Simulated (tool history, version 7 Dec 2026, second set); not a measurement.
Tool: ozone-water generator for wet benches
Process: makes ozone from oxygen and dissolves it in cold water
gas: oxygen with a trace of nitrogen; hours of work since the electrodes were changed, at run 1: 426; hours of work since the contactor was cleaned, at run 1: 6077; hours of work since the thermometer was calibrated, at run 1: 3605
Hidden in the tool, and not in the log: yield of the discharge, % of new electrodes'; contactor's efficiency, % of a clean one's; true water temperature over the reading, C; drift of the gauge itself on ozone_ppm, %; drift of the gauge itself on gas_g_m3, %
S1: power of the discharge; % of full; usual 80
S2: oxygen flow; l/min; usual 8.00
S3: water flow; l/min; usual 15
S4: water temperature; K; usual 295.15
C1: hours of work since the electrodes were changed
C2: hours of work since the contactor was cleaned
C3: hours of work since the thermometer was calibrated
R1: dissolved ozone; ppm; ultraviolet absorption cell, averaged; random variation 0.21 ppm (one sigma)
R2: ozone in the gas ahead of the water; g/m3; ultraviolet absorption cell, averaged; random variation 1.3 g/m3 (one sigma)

run    hour  S1     S2  S3      S4    C1    C2    C3    R1     R2
  1     0.0  80   8.00  15  295.15   426  6077  3605  28.3  230.0
  2   176.2  80   8.00  15  295.15   558  6209  3737  28.3  230.5
  3   332.2  80   8.00  15  295.15   674  6325  3853  28.5  229.2
  4   491.4  80   8.00  15  295.15   793  6444  3972  28.8  230.7
      618.7  -- contactor cleaned
  5   669.5  80   8.00  15  289.15   923    38  4102  33.8  227.9
  6   800.7  80   8.00  15  289.15  1021   136  4199  33.5  230.0
  7   971.2  80  11.03  15  295.15  1148   263  4327  26.6  186.3
  8  1109.9  80   8.00  15  295.15  1251   366  4430  29.3  229.6
     1146.6  -- water thermometer calibrated
  9  1279.9  80   8.00  15  295.15  1378   493    99  29.5  228.1
 10  1433.7  80   8.00  15  293.15  1493   608   214  30.6  226.8
 11  1554.6  80   8.00  15  293.15  1583   698   304  30.9  225.8
 12  1647.9  80   8.00  15  293.15  1652   767   374  30.3  229.7
 13  1772.7  80   8.00  15  293.15  1745   861   467  30.6  225.9
 14  1947.1  80   8.00  15  292.15  1876   991   597  30.9  227.8
 15  2116.5  80   7.38  11  292.15  2002  1117   724  36.6  241.1
 16  2195.5  80   7.38  11  292.15  2061  1176   783  36.8  240.7
 17  2329.8  80   7.38  11  292.15  2161  1276   883  36.7  238.4
 18  2438.6  80   7.38  11  292.15  2242  1357   964  36.7  239.5
 19  2542.5  68   8.00  15  295.15  2320  1435  1041  25.1  198.1
 20  2670.8  82  14.10  15  288.15  2415  1531  1137  28.6  161.1
 21  2848.2  82  14.10  21  290.15  2548  1663  1269  23.2  158.4
 22  3002.0  82  14.10  21  290.15  2663  1778  1384  23.4  159.8
 23  3104.5  82  14.10  21  290.15  2739  1854  1461  23.4  159.8
 24  3250.6  54   8.00  15  292.15  2848  1963  1570  22.3  162.4
 25  3391.8  44   8.00  12  292.15  2953  2068  1675  21.2  138.5
 26  3476.8  47   9.30  12  289.15  3017  2132  1738  22.4  133.4

5 ways to go on from here, each from the tool as it stands after run 26. What would each give?
  A  3577.0  47  9.30  12  297.15  3091  2207  1813   ?   ?
  B  3577.0  83  6.10   9  289.15  3091  2207  1813   ?   ?
  C  3577.0  78  8.00  15  295.15  3091  2207  1813   ?   ?
  D  3577.0  41  5.52  15  301.15  3091  2207  1813   ?   ?
  E  3577.0  46  8.00  15  296.15  3091  2207  1813   ?   ?

run    R1     R2
  A  18.8  133.6
  B  45.7  272.0
  C  27.8  220.3
  D  16.4  165.8
  E  18.3  145.1
Without the tool's hidden state the same runs would have given:
run    R1     R2
  A  19.7  137.1
  B  48.8  284.3
  C  29.7  229.8
  D  17.2  169.5
  E  19.2  148.8
